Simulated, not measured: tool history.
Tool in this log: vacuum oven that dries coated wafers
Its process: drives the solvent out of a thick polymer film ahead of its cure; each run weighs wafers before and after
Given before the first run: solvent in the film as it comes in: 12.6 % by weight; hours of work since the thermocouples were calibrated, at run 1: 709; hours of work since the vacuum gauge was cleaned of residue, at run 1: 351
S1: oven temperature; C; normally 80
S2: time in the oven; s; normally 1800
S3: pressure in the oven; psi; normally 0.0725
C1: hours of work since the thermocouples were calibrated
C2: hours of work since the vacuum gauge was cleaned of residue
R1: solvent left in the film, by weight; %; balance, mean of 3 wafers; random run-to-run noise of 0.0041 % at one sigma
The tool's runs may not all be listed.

run    day  S1    S2      S3   C1   C2     R1
  1      0  80  1800  0.0725  709  351  0.607
  2  0.608  80  3060  0.0725  720  362  0.217
  3  1.217  80  3060  0.0725  731  374  0.215
  4  1.575  80  3060  0.0725  737  380  0.222
  5  1.996  80  3060  0.0725  745  388  0.217
  6   2.55  80  1800  0.0725  755  398  0.603
  7   3.05  80  1800  0.0725  764  407  0.608
  8  3.396  69  1800  0.0725  770  413  1.949
  9  4.021  69  1800  0.0725  781  424  1.949
 10  4.679  80  2820  0.0725  793  436  0.245
 11  5.258  80  2820  0.0725  804  447   0.24
 12  5.842  94  1800  0.0725  814  457  0.121
 13  6.242  94  1800  0.0725  822  465  0.114
 14  6.633  82  2460  0.0402  829  472  0.173
 15  6.938  82  1080  0.0402  834  477  1.359
 16  7.525  82  1080  0.0402  845  488  1.357
 17  8.225  93  1800  0.0809  858  500  0.142

Each row is a separate what-if for the run after 17, all from the same tool condition, not one after another. Results?
  A  8.596  93  1920   0.114  864  507   ?
  B  8.596  90  1800  0.0725  864  507   ?
  C  8.596  77  1800  0.1067  864  507   ?
  D  8.596  87  1800  0.0725  864  507   ?
  E  8.596  69  1500  0.0463  864  507   ?

run     R1
  A  0.182
  B  0.178
  C  0.955
  D  0.254
  E  2.452
With the hidden condition removed and each run's random variation left untouched, the same runs would have given:
run     R1
  A  0.182
  B  0.178
  C  0.956
  D  0.254
  E  2.454
